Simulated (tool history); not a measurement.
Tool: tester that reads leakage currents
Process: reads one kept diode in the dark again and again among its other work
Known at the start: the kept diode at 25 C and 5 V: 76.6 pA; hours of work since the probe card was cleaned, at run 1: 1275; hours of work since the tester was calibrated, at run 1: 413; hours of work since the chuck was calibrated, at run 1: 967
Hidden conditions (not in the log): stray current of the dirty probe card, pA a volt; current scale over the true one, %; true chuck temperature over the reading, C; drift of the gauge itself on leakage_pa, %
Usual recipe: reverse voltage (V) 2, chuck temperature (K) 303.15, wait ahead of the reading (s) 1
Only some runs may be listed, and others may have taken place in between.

run,day,reverse voltage (V),chuck temperature (K),wait ahead of the reading (s),hours of work since the probe card was cleaned,hours of work since the tester was calibrated,hours of work since the chuck was calibrated,current that the tester gives (pA)
1,0,2,303.15,1,1275,413,967,75.98
2,1.275,2,303.15,1,1290,428,982,75.84
3,2.329,2,302.15,1,1302,440,994,69.59
4,3.133,2,303.15,1.35,1312,450,1004,76.01
5,3.762,2,325.15,1,1319,457,1011,426.72
6,5.171,2,325.15,1,1335,473,1027,427.58
# day 5.975: probe card cleaned and baked
7,6.371,11.32,293.15,1,5,486,1040,74.6
8,7.042,1.21,306.15,1.44,12,494,1048,76.24
9,8.029,9.72,297.15,0.62,24,505,1059,98.79
10,9.546,2.52,297.15,8.71,42,523,1077,50.57
11,10.446,15.08,297.15,8.71,52,533,1087,119.73

Describe how what the log doesn't record of the tool's condition differs between the last listed run preceding each entry between runs and the first listed run following it.
Run 6 -> run 7: probe card cleaned and baked (day 5.975)
  stray current of the dirty probe card, pA a volt: 0.06 -> 0.02
  measured value less the no-hidden-state value, current that the tester gives (pA): -0.37 -> -0.1
